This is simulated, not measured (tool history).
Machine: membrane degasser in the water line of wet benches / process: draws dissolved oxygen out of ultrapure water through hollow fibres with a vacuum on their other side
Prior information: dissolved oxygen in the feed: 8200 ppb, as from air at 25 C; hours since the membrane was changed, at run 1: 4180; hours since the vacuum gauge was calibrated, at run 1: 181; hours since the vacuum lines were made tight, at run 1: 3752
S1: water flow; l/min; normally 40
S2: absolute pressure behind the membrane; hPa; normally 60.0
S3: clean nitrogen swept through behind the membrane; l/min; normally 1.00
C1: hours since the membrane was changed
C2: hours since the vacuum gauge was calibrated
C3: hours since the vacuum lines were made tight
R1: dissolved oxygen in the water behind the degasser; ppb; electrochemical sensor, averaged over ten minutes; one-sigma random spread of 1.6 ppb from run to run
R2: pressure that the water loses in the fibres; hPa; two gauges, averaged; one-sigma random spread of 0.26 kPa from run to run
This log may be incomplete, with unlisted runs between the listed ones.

run    hour  S1     S2    S3    C1    C2    C3     R1      R2
  1     0.0  40   60.0  1.00  4180   181  3752  224.6   709.1
  2    80.6  40   60.0  1.00  4260   262  3832  223.2   704.7
  3   142.9  40   60.0  1.00  4323   324  3894  221.9   709.7
  4   209.6  40   60.0  1.00  4389   391  3961  221.3   704.5
  5   312.0  40   60.0  1.00  4492   493  4063  224.9   708.3
  6   392.8  40   60.0  1.00  4572   574  4144  221.2   709.0
  7   534.1  40   60.0  1.00  4714   715  4286  223.9   707.2
  8   687.6  40   84.7  1.00  4867   869  4439  412.5   709.4
  9   827.4  40   60.0  1.00  5007  1009  4579  223.9   710.0
 10   892.5  40   60.0  1.00  5072  1074  4644  224.7   710.9
 11  1022.3  40   60.0  1.00  5202  1203  4774  228.2   709.9
 12  1126.2  40   60.0  1.00  5306  1307  4878  223.9   709.6
 13  1249.5  40   60.0  1.00  5429  1431  5001  225.4   711.0
 14  1382.8  40   60.0  1.00  5562  1564  5134  227.3   709.9
 15  1455.2  40   60.0  1.00  5635  1636  5207  225.1   710.5
 16  1542.4  40   60.0  1.00  5722  1724  5294  228.2   715.3
 17  1622.8  40   60.0  1.00  5802  1804  5374  228.1   710.1
 18  1699.6  52   72.8  0.53  5879  1881  5451  618.0   924.0
 19  1836.8  55   50.6  0.71  6016  2018  5588  265.5   978.8
 20  1958.3  60   43.0  1.00  6138  2139  5710  157.6  1069.0
 21  2050.8  32   50.4  1.00  6230  2232  5802  125.7   572.4
 22  2141.3  52   62.2  0.51  6321  2322  5893  472.6   924.8
 23  2288.2  52   62.2  0.52  6468  2469  6040  475.6   927.9
 24  2441.2  52   62.2  0.52  6621  2622  6193  471.6   925.6
 25  2507.2  52   62.2  0.52  6687  2688  6259  472.8   929.0
 26  2601.3  52   62.2  0.52  6781  2782  6353  474.9   927.0
 27  2723.6  64   62.6  1.24  6903  2905  6475  336.4  1152.3
 28  2788.0  40   60.0  0.56  6968  2969  6540  344.3   709.6
 29  2882.8  40   64.9  0.56  7062  3064  6634  404.9   712.5
 30  3000.5  41  132.0  1.27  7180  3182  6752  644.6   732.6
 31  3099.9  41  132.0  1.27  7280  3281  6851  636.7   739.7
 32  3216.6  63   60.0  0.52  7396  3398  6968  517.7  1126.7
 33  3331.0  59   42.9  1.62  7511  3512  7083  118.8  1055.1

What if the next run were any one of these 3? Each begins from the tool's condition after run 33:
  A  3462.7  40  139.8  1.00  7642  3644  7214   ?   ?
  B  3462.7  28  136.2  1.00  7642  3644  7214   ?   ?
  C  3462.7  25   42.9  1.62  7642  3644  7214   ?   ?

run     R1     R2
  A  800.3  715.1
  B  585.7  504.9
  C   41.9  450.2
With the hidden condition removed and each run's random variation left untouched, the same runs would have given:
run     R1     R2
  A  793.7  692.1
  B  580.3  488.6
  C   38.8  435.7
